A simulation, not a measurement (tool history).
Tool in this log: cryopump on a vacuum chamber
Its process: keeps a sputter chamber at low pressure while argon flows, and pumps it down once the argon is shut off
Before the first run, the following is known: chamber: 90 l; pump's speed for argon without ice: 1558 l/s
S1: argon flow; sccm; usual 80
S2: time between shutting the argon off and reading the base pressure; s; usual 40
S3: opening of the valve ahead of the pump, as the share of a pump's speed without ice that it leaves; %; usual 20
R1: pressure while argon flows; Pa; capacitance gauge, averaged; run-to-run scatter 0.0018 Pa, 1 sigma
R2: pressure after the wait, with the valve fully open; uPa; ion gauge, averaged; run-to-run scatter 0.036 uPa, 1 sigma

Run 1, hour 0.0: usual settings. Result: R1 0.4414 Pa, R2 2.56 uPa.
Run 2, hour 37.6: usual settings but S3 44 %. Result: R1 0.2042 Pa, R2 2.66 uPa.
Run 3, hour 72.9: usual settings but S3 44 %. Result: R1 0.2036 Pa, R2 2.54 uPa.
Run 4, hour 117.3: usual settings. Result: R1 0.4435 Pa, R2 2.67 uPa.
Run 5, hour 153.0: usual settings but S2 64 s. Result: R1 0.4417 Pa, R2 2.02 uPa.
Run 6, hour 220.3: usual settings but S2 64 s. Result: R1 0.4469 Pa, R2 2.13 uPa.
Run 7, hour 271.8: usual settings but S3 50 %. Result: R1 0.1870 Pa, R2 2.85 uPa.
Run 8, hour 317.4: usual settings. Result: R1 0.4482 Pa, R2 2.91 uPa.
Run 9, hour 394.3: usual settings. Result: R1 0.4475 Pa, R2 2.96 uPa.
Run 10, hour 443.2: usual settings. Result: R1 0.4500 Pa, R2 2.99 uPa.
Run 11, hour 501.2: usual settings. Result: R1 0.4485 Pa, R2 3.21 uPa.
Run 12, hour 551.4: usual settings. Result: R1 0.4510 Pa, R2 3.15 uPa.
Run 13, hour 600.7: usual settings. Result: R1 0.4533 Pa, R2 3.13 uPa.
Run 14, hour 639.6: usual settings. Result: R1 0.4546 Pa, R2 3.19 uPa.
Run 15, hour 693.5: usual settings but S3 58 %. Result: R1 0.1721 Pa, R2 3.25 uPa.
Run 16, hour 734.2: usual settings but S1 62 sccm. Result: R1 0.3557 Pa, R2 3.26 uPa.
Run 17, hour 770.9: usual settings but S1 116 sccm. Result: R1 0.6619 Pa, R2 3.37 uPa.
Run 18, hour 805.5: usual settings. Result: R1 0.4622 Pa, R2 3.45 uPa.
Run 19, hour 849.9: usual settings. Result: R1 0.4609 Pa, R2 3.46 uPa.
Run 20, hour 909.8: usual settings but S3 47 %. Result: R1 0.2124 Pa, R2 3.52 uPa.
Run 21, hour 970.2: usual settings but S3 47 %. Result: R1 0.2122 Pa, R2 3.62 uPa.
Run 22, hour 1008.0: usual settings but S3 18 %. Result: R1 0.5074 Pa, R2 3.71 uPa.
At hour 1035.6: pump warmed up, emptied and cooled again.
Run 23, hour 1050.1: usual settings but S1 61 sccm, S3 23 %. Result: R1 0.2900 Pa, R2 3.17 uPa.
Run 24, hour 1105.9: usual settings but S1 61 sccm, S3 23 %. Result: R1 0.2908 Pa, R2 3.31 uPa.
Run 25, hour 1162.2: usual settings but S1 53 sccm, S2 44 s. Result: R1 0.2894 Pa, R2 3.23 uPa.
Run 26, hour 1237.7: usual settings but S1 133 sccm, S2 27 s, S3 29 %. Result: R1 0.5045 Pa, R2 4.23 uPa.
At hour 1301.7: leaking fittings of the chamber tightened, without venting.
Run 27, hour 1313.9: usual settings but S1 71 sccm, S2 121 s. Result: R1 0.3892 Pa, R2 0.82 uPa.
Run 28, hour 1367.9: usual settings but S1 132 sccm, S2 31 s, S3 21 %. Result: R1 0.6899 Pa, R2 2.57 uPa.
Run 29, hour 1415.1: usual settings but S2 58 s, S3 41 %. Result: R1 0.2204 Pa, R2 1.54 uPa.
Run 30, hour 1454.7: usual settings but S1 61 sccm, S2 58 s, S3 41 %. Result: R1 0.1674 Pa, R2 1.58 uPa.
Run 31, hour 1533.8: usual settings but S1 61 sccm, S2 58 s, S3 41 %. Result: R1 0.1691 Pa, R2 1.66 uPa.
Run 32, hour 1585.7: usual settings but S2 95 s, S3 17 %. Result: R1 0.5235 Pa, R2 1.20 uPa.
Run 33, hour 1626.3: usual settings but S2 95 s, S3 17 %. Result: R1 0.5273 Pa, R2 1.24 uPa.
Run 34, hour 1659.7: usual settings but S2 56 s, S3 17 %. Result: R1 0.5230 Pa, R2 1.76 uPa.
Run 35, hour 1705.2: usual settings but S2 56 s, S3 17 %. Result: R1 0.5255 Pa, R2 1.82 uPa.

A few steps of R1 between consecutive runs. Split each: what settings, incoming material and random variation would produce without the hidden state, and what is left over for the hidden state, along with gauge scatter present in only one of the two compared results (measured, and without hidden state):
Hidden state at play: pump's speed, % of a pump's without ice; cold plate's temperature, K; leak into the chamber, uPa l/s; drift of the gauge itself on working_pa, %; drift of the gauge itself on base_upa, %.
Run 16 -> 17: S1 62 -> 116. R1 +0.3062 Pa: hidden state +0.0169, all else +0.2893.
Run 17 -> 18: S1 116 -> 80. R1 -0.1997 Pa: hidden state -0.0098, all else -0.1899.
Run 22 -> 23: S1 80 -> 61, S3 18 -> 23, pump warmed up, emptied and cooled again. R1 -0.2174 Pa: hidden state -0.0296, all else -0.1878.
Run 28 -> 29: S1 132 -> 80, S2 31 -> 58, S3 21 -> 41. R1 -0.4695 Pa: hidden state -0.0038, all else -0.4657.
Run 31 -> 32: S1 61 -> 80, S2 58 -> 95, S3 41 -> 17. R1 +0.3544 Pa: hidden state +0.0039, all else +0.3505.

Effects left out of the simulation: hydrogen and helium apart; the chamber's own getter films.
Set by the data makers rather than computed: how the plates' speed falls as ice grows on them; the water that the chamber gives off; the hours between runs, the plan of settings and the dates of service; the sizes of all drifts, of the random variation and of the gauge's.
